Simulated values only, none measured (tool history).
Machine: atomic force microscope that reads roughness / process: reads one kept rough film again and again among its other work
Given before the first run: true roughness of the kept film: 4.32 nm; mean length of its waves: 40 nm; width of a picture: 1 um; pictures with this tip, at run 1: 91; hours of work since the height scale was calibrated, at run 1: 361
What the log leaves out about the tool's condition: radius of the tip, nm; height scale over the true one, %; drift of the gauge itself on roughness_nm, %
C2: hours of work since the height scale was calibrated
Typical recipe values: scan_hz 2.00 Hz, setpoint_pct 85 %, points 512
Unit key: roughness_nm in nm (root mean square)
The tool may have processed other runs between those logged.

Run 1, hour 0.0: usual settings; pictures with this tip 91; C2 361. Result: roughness_nm 3.497 nm (root mean square).
Run 2, hour 20.3: usual settings; pictures with this tip 124; C2 371. Result: roughness_nm 3.437 nm (root mean square).
Run 3, hour 30.6: usual settings; pictures with this tip 140; C2 376. Result: roughness_nm 3.414 nm (root mean square).
Run 4, hour 52.7: usual settings but setpoint_pct 69 %; pictures with this tip 175; C2 386. Result: roughness_nm 3.570 nm (root mean square).
Run 5, hour 75.6: usual settings but setpoint_pct 69 %; pictures with this tip 211; C2 397. Result: roughness_nm 3.516 nm (root mean square).
Run 6, hour 98.8: usual settings but setpoint_pct 67 %; pictures with this tip 248; C2 408. Result: roughness_nm 3.491 nm (root mean square).
Run 7, hour 110.6: usual settings but points 773; pictures with this tip 266; C2 414. Result: roughness_nm 3.239 nm (root mean square).
Run 8, hour 130.5: usual settings but points 773; pictures with this tip 298; C2 423. Result: roughness_nm 3.201 nm (root mean square).
Run 9, hour 154.6: usual settings but points 773; pictures with this tip 336; C2 435. Result: roughness_nm 3.179 nm (root mean square).
At hour 156.2: new tip fitted.
Run 10, hour 170.5: usual settings but points 773; pictures with this tip 22; C2 442. Result: roughness_nm 3.627 nm (root mean square).
Run 11, hour 193.4: usual settings but points 620; pictures with this tip 59; C2 453. Result: roughness_nm 3.563 nm (root mean square).
Run 12, hour 213.7: usual settings but scan_hz 2.41 Hz, points 620; pictures with this tip 91; C2 463. Result: roughness_nm 3.420 nm (root mean square).
Run 13, hour 229.9: usual settings but scan_hz 3.84 Hz; pictures with this tip 116; C2 470. Result: roughness_nm 3.174 nm (root mean square).
Run 14, hour 251.3: usual settings but scan_hz 3.84 Hz; pictures with this tip 150; C2 481. Result: roughness_nm 3.128 nm (root mean square).
Run 15, hour 270.4: usual settings but scan_hz 0.71 Hz; pictures with this tip 180; C2 490. Result: roughness_nm 3.583 nm (root mean square).
Run 16, hour 283.7: usual settings; pictures with this tip 201; C2 496. Result: roughness_nm 3.333 nm (root mean square).
Run 17, hour 305.9: usual settings; pictures with this tip 237; C2 507. Result: roughness_nm 3.270 nm (root mean square).
Run 18, hour 318.8: usual settings; pictures with this tip 257; C2 513. Result: roughness_nm 3.258 nm (root mean square).
Run 19, hour 338.0: usual settings; pictures with this tip 287; C2 522. Result: roughness_nm 3.208 nm (root mean square).
Run 20, hour 354.0: usual settings; pictures with this tip 313; C2 529. Result: roughness_nm 3.177 nm (root mean square).
At hour 369.8: new tip fitted.
Run 21, hour 374.8: usual settings but points 973; pictures with this tip 8; C2 539. Result: roughness_nm 3.634 nm (root mean square).
Run 22, hour 387.2: usual settings but points 958; pictures with this tip 27; C2 545. Result: roughness_nm 3.610 nm (root mean square).
Run 23, hour 409.6: usual settings but scan_hz 0.93 Hz, setpoint_pct 58 %; pictures with this tip 63; C2 556. Result: roughness_nm 3.893 nm (root mean square).
Run 24, hour 428.7: usual settings but scan_hz 3.46 Hz, setpoint_pct 76 %; pictures with this tip 93; C2 565. Result: roughness_nm 3.460 nm (root mean square).
Run 25, hour 448.5: usual settings but scan_hz 0.60 Hz, setpoint_pct 59 %, points 907; pictures with this tip 124; C2 574. Result: roughness_nm 3.795 nm (root mean square).
Run 26, hour 468.3: usual settings but scan_hz 3.80 Hz, setpoint_pct 55 %, points 535; pictures with this tip 156; C2 584. Result: roughness_nm 3.650 nm (root mean square).
Run 27, hour 493.0: usual settings but scan_hz 3.80 Hz, setpoint_pct 55 %, points 801; pictures with this tip 195; C2 595. Result: roughness_nm 3.592 nm (root mean square).
Run 28, hour 510.1: usual settings but scan_hz 3.80 Hz, setpoint_pct 55 %, points 801; pictures with this tip 222; C2 603. Result: roughness_nm 3.520 nm (root mean square).
Run 29, hour 533.0: usual settings but scan_hz 1.20 Hz, setpoint_pct 88 %, points 768; pictures with this tip 258; C2 614. Result: roughness_nm 3.345 nm (root mean square).
Run 30, hour 546.6: usual settings but points 530; pictures with this tip 279; C2 621. Result: roughness_nm 3.240 nm (root mean square).
Run 31, hour 568.5: usual settings but points 530; pictures with this tip 314; C2 631. Result: roughness_nm 3.189 nm (root mean square).
At hour 584.3: new tip fitted.
Run 32, hour 593.9: usual settings but points 530; pictures with this tip 15; C2 643. Result: roughness_nm 3.623 nm (root mean square).
Run 33, hour 613.4: usual settings but points 421; pictures with this tip 46; C2 652. Result: roughness_nm 3.550 nm (root mean square).
Run 34, hour 637.5: usual settings but points 421; pictures with this tip 84; C2 664. Result: roughness_nm 3.518 nm (root mean square).
Run 35, hour 656.6: usual settings but scan_hz 1.24 Hz, setpoint_pct 59 %, points 829; pictures with this tip 115; C2 673. Result: roughness_nm 3.837 nm (root mean square).
Run 36, hour 669.6: usual settings but scan_hz 1.53 Hz, setpoint_pct 60 %, points 829; pictures with this tip 135; C2 679. Result: roughness_nm 3.754 nm (root mean square).
Run 37, hour 687.4: usual settings but scan_hz 2.48 Hz, points 311; pictures with this tip 163; C2 688. Result: roughness_nm 3.277 nm (root mean square).
Run 38, hour 697.7: usual settings but setpoint_pct 71 %, points 956; pictures with this tip 180; C2 693. Result: roughness_nm 3.518 nm (root mean square).
Run 39, hour 716.3: usual settings but scan_hz 1.30 Hz, setpoint_pct 73 %, points 375; pictures with this tip 209; C2 701. Result: roughness_nm 3.543 nm (root mean square).
Run 40, hour 731.5: usual settings but scan_hz 3.77 Hz, setpoint_pct 73 %, points 1001; pictures with this tip 233; C2 709. Result: roughness_nm 3.289 nm (root mean square).
Run 41, hour 753.8: usual settings but scan_hz 3.77 Hz, setpoint_pct 77 %, points 1001; pictures with this tip 268; C2 719. Result: roughness_nm 3.171 nm (root mean square).
Run 42, hour 767.0: usual settings but scan_hz 1.13 Hz, setpoint_pct 77 %, points 1001; pictures with this tip 289; C2 725. Result: roughness_nm 3.426 nm (root mean square).
Run 43, hour 788.6: usual settings but scan_hz 1.13 Hz, setpoint_pct 77 %, points 1001; pictures with this tip 324; C2 736. Result: roughness_nm 3.390 nm (root mean square).

Selected run-to-run steps in roughness_nm, each split into two signed amounts: the part the tool would show with no hidden state at all (from settings, incoming material and random variation), and the remainder, which goes to the hidden state together with any gauge scatter not common to the measured and the hidden-state-free results:
Run 9 -> 10: new tip fitted. roughness_nm +0.448 nm (root mean square): hidden state +0.482, all else -0.034.
Run 14 -> 15: scan_hz 3.84 -> 0.71. roughness_nm +0.455 nm (root mean square): hidden state -0.087, all else +0.542.
Run 20 -> 21: points 512 -> 973, new tip fitted. roughness_nm +0.457 nm (root mean square): hidden state +0.455, all else +0.002.
Run 31 -> 32: new tip fitted. roughness_nm +0.434 nm (root mean square): hidden state +0.431, all else +0.003.
Run 36 -> 37: scan_hz 1.53 -> 2.48, setpoint_pct 60 -> 85, points 829 -> 311. roughness_nm -0.477 nm (root mean square): hidden state -0.009, all else -0.468.
